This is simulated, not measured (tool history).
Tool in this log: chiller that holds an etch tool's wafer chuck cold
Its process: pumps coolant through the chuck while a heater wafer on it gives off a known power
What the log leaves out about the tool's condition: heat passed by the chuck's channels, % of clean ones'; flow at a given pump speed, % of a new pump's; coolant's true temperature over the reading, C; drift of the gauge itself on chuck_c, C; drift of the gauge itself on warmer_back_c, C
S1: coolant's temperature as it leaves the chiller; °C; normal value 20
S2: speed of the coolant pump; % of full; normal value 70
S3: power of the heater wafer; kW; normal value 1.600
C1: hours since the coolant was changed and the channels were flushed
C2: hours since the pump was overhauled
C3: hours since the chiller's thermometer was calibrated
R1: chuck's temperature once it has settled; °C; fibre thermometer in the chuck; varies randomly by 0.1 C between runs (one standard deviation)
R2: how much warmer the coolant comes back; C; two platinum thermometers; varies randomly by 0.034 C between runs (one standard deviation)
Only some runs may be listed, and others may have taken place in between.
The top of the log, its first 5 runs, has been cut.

Run 6, hour 419.8: usual settings; C1 2988; C2 2694; C3 1613. Result: R1 44.3 °C, R2 5.91 C.
Run 7, hour 495.0: usual settings but S1 12 °C; C1 3063; C2 2769; C3 1688. Result: R1 36.4 °C, R2 5.89 C.
Run 8, hour 579.1: usual settings but S1 12 °C; C1 3147; C2 2853; C3 1772. Result: R1 36.6 °C, R2 5.98 C.
Run 9, hour 638.8: usual settings but S1 12 °C; C1 3207; C2 2913; C3 1832. Result: R1 36.7 °C, R2 5.97 C.
Run 10, hour 687.1: usual settings but S1 24 °C; C1 3255; C2 2961; C3 1880. Result: R1 48.7 °C, R2 5.93 C.
Run 11, hour 776.9: usual settings but S1 24 °C; C1 3345; C2 3051; C3 1970. Result: R1 48.9 °C, R2 5.93 C.
Run 12, hour 843.5: usual settings but S1 24 °C; C1 3411; C2 3117; C3 2037. Result: R1 48.9 °C, R2 6.02 C.
Run 13, hour 928.3: usual settings but S3 0.856 kW; C1 3496; C2 3202; C3 2121. Result: R1 33.1 °C, R2 3.19 C.
Run 14, hour 994.7: usual settings but S3 0.856 kW; C1 3562; C2 3269; C3 2188. Result: R1 33.3 °C, R2 3.18 C.
Run 15, hour 1094.1: usual settings; C1 3662; C2 3368; C3 2287. Result: R1 45.4 °C, R2 6.05 C.
Run 16, hour 1157.6: usual settings but S2 76 % of full; C1 3725; C2 3432; C3 2351. Result: R1 43.6 °C, R2 5.52 C.
At hour 1223.6: coolant changed, channels flushed.
Run 17, hour 1253.3: usual settings but S2 76 % of full; C1 30; C2 3521; C3 2440. Result: R1 40.3 °C, R2 5.62 C.
Run 18, hour 1351.4: usual settings but S1 30 °C, S2 97 % of full, S3 0.946 kW; C1 128; C2 3619; C3 2539. Result: R1 39.6 °C, R2 2.55 C.
Run 19, hour 1447.2: usual settings but S1 30 °C, S2 97 % of full, S3 1.657 kW; C1 224; C2 3715; C3 2634. Result: R1 47.1 °C, R2 4.50 C.
Run 20, hour 1510.7: usual settings but S1 30 °C, S2 97 % of full, S3 1.657 kW; C1 287; C2 3779; C3 2698. Result: R1 46.9 °C, R2 4.48 C.
Run 21, hour 1562.1: usual settings but S2 71 % of full, S3 1.227 kW; C1 338; C2 3830; C3 2749. Result: R1 36.8 °C, R2 4.66 C.
Run 22, hour 1624.8: usual settings but S1 25 °C, S2 98 % of full, S3 1.157 kW; C1 401; C2 3893; C3 2812. Result: R1 36.7 °C, R2 3.19 C.
Run 23, hour 1714.1: usual settings but S1 25 °C, S2 98 % of full, S3 1.157 kW; C1 491; C2 3982; C3 2901. Result: R1 36.7 °C, R2 3.12 C.
Run 24, hour 1805.6: usual settings but S2 97 % of full, S3 1.920 kW; C1 582; C2 4074; C3 2993. Result: R1 40.0 °C, R2 5.19 C.
Run 25, hour 1897.6: usual settings but S2 97 % of full, S3 1.920 kW; C1 674; C2 4166; C3 3085. Result: R1 40.0 °C, R2 5.26 C.
Run 26, hour 1966.5: usual settings but S2 97 % of full, S3 1.920 kW; C1 743; C2 4235; C3 3154. Result: R1 40.0 °C, R2 5.27 C.
Run 27, hour 2026.2: usual settings but S1 29 °C, S2 61 % of full, S3 1.628 kW; C1 803; C2 4294; C3 3213. Result: R1 55.1 °C, R2 7.21 C.
Run 28, hour 2107.9: usual settings but S1 11 °C, S3 1.256 kW; C1 884; C2 4376; C3 3295. Result: R1 28.8 °C, R2 4.83 C.
Run 29, hour 2192.0: usual settings but S1 11 °C, S3 1.256 kW; C1 968; C2 4460; C3 3379. Result: R1 28.8 °C, R2 4.87 C.
Run 30, hour 2273.7: usual settings but S1 23 °C, S3 1.104 kW; C1 1050; C2 4542; C3 3461. Result: R1 38.7 °C, R2 4.25 C.

Forecast each of these 4 alternatives for the next run:
Run A, hour 2379.9: usual settings but S1 24 °C; C1 1156; C2 4648; C3 3567. Result: R1 ?, R2 ?.
Run B, hour 2379.9: usual settings but S1 22 °C, S2 60 % of full, S3 1.104 kW; C1 1156; C2 4648; C3 3567. Result: R1 ?, R2 ?.
Run C, hour 2379.9: usual settings but S1 12 °C, S2 98 % of full, S3 0.857 kW; C1 1156; C2 4648; C3 3567. Result: R1 ?, R2 ?.
Run D, hour 2379.9: usual settings but S1 29 °C, S3 2.206 kW; C1 1156; C2 4648; C3 3567. Result: R1 ?, R2 ?.

run    R1    R2
  A  47.3  6.19
  B  40.1  4.97
  C  21.1  2.40
  D  61.1  8.52
What these runs would have given with no unlogged condition in the tool:
run    R1    R2
  A  44.8  5.63
  B  38.2  4.52
  C  20.3  2.19
  D  57.6  7.75
